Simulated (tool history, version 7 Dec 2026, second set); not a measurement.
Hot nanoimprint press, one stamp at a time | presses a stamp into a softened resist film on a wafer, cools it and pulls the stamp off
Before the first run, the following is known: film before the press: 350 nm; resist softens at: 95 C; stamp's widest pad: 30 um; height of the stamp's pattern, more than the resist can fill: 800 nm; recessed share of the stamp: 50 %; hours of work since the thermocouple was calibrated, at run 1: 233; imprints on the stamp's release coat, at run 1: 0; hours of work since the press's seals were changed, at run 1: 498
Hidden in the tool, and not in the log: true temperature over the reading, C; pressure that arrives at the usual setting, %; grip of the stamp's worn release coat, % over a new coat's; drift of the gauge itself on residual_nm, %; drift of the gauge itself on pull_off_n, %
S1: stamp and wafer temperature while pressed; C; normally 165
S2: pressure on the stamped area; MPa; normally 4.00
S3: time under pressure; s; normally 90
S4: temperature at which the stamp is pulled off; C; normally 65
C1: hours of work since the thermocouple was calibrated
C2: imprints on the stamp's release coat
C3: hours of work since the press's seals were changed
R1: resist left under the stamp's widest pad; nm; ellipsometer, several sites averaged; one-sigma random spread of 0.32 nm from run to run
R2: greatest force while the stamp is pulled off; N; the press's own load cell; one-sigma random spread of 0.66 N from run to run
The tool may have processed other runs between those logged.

run 1 hour=0.0 | S1=165 S2=4.00 S3=90 S4=65 | C1=233 C2=0 C3=498 | R1=159.6 R2=181.1
run 2 hour=15.1 | S1=165 S2=4.00 S3=90 S4=65 | C1=244 C2=85 C3=509 | R1=159.4 R2=182.4
run 3 hour=29.4 | S1=165 S2=4.00 S3=90 S4=65 | C1=254 C2=165 C3=519 | R1=159.6 R2=181.8
run 4 hour=47.1 | S1=165 S2=4.00 S3=90 S4=65 | C1=267 C2=265 C3=532 | R1=159.8 R2=181.2
run 5 hour=55.2 | S1=165 S2=4.00 S3=90 S4=65 | C1=273 C2=311 C3=538 | R1=159.4 R2=182.8
run 6 hour=68.9 | S1=165 S2=4.00 S3=90 S4=65 | C1=282 C2=387 C3=547 | R1=160.4 R2=181.1
run 7 hour=85.3 | S1=165 S2=3.04 S3=90 S4=65 | C1=294 C2=480 C3=559 | R1=186.6 R2=182.0
-- hour=100.7 stamp cleaned and given a new release coat
run 8 hour=104.1 | S1=162 S2=4.00 S3=90 S4=65 | C1=304 C2=19 C3=568 | R1=175.0 R2=182.0
run 9 hour=112.6 | S1=162 S2=4.00 S3=90 S4=65 | C1=310 C2=67 C3=575 | R1=174.3 R2=182.2
run 10 hour=123.4 | S1=162 S2=4.00 S3=90 S4=65 | C1=317 C2=127 C3=582 | R1=175.2 R2=182.0
run 11 hour=138.3 | S1=162 S2=4.00 S3=90 S4=65 | C1=328 C2=211 C3=593 | R1=175.3 R2=180.7
run 12 hour=154.1 | S1=165 S2=4.00 S3=46 S4=65 | C1=340 C2=300 C3=604 | R1=196.8 R2=181.6
run 13 hour=168.6 | S1=165 S2=4.00 S3=46 S4=65 | C1=350 C2=382 C3=615 | R1=197.4 R2=181.3
run 14 hour=185.2 | S1=158 S2=4.00 S3=90 S4=65 | C1=362 C2=475 C3=627 | R1=198.4 R2=180.7
-- hour=200.8 stamp cleaned and given a new release coat
run 15 hour=210.4 | S1=165 S2=4.00 S3=90 S4=65 | C1=376 C2=55 C3=641 | R1=161.1 R2=181.2
run 16 hour=227.0 | S1=162 S2=4.31 S3=94 S4=65 | C1=388 C2=148 C3=653 | R1=165.9 R2=181.2
run 17 hour=245.4 | S1=165 S2=4.31 S3=94 S4=57 | C1=401 C2=251 C3=666 | R1=152.0 R2=210.2
-- hour=257.1 plate thermocouple calibrated
run 18 hour=257.3 | S1=165 S2=4.31 S3=94 S4=57 | C1=0 C2=301 C3=672 | R1=152.6 R2=210.4
run 19 hour=270.3 | S1=165 S2=4.00 S3=53 S4=65 | C1=10 C2=374 C3=682 | R1=189.9 R2=180.5
run 20 hour=289.1 | S1=165 S2=4.00 S3=53 S4=65 | C1=23 C2=480 C3=695 | R1=189.3 R2=182.0
-- hour=305.0 stamp cleaned and given a new release coat
run 21 hour=307.6 | S1=165 S2=4.00 S3=53 S4=65 | C1=32 C2=15 C3=704 | R1=189.3 R2=182.1
run 22 hour=317.9 | S1=165 S2=5.07 S3=122 S4=65 | C1=40 C2=73 C3=712 | R1=127.2 R2=182.3
run 23 hour=332.8 | S1=157 S2=4.00 S3=51 S4=60 | C1=50 C2=156 C3=722 | R1=238.1 R2=199.2
-- hour=336.1 gauge calibrated
run 24 hour=343.0 | S1=157 S2=4.00 S3=51 S4=60 | C1=58 C2=214 C3=730 | R1=235.0 R2=199.4
run 25 hour=352.3 | S1=157 S2=4.00 S3=51 S4=68 | C1=64 C2=266 C3=737 | R1=236.1 R2=171.5
run 26 hour=369.9 | S1=165 S2=4.00 S3=90 S4=71 | C1=77 C2=365 C3=749 | R1=159.9 R2=158.8
run 27 hour=387.6 | S1=165 S2=4.00 S3=90 S4=71 | C1=90 C2=465 C3=762 | R1=160.3 R2=160.6
run 28 hour=396.8 | S1=165 S2=4.00 S3=90 S4=71 | C1=96 C2=517 C3=769 | R1=160.4 R2=159.8
-- hour=405.8 stamp cleaned and given a new release coat
run 29 hour=418.5 | S1=165 S2=4.00 S3=90 S4=71 | C1=108 C2=71 C3=780 | R1=160.0 R2=160.4

Some steps in R1 between neighbouring runs. How much of each would the tool show without its hidden state too (settings, what came in, random variation), and how much is left for the hidden state, with any gauge scatter that isn't in both results?
Run 22 -> 23: S1 165 -> 157, S2 5.07 -> 4.00, S3 122 -> 51, S4 65 -> 60. R1 +110.9 nm: hidden state +1.4, all else +109.5.
Run 23 -> 24: gauge calibrated. R1 -3.1 nm: hidden state -2.8, all else -0.3.
Run 25 -> 26: S1 157 -> 165, S3 51 -> 90, S4 68 -> 71. R1 -76.2 nm: hidden state +0.1, all else -76.3.
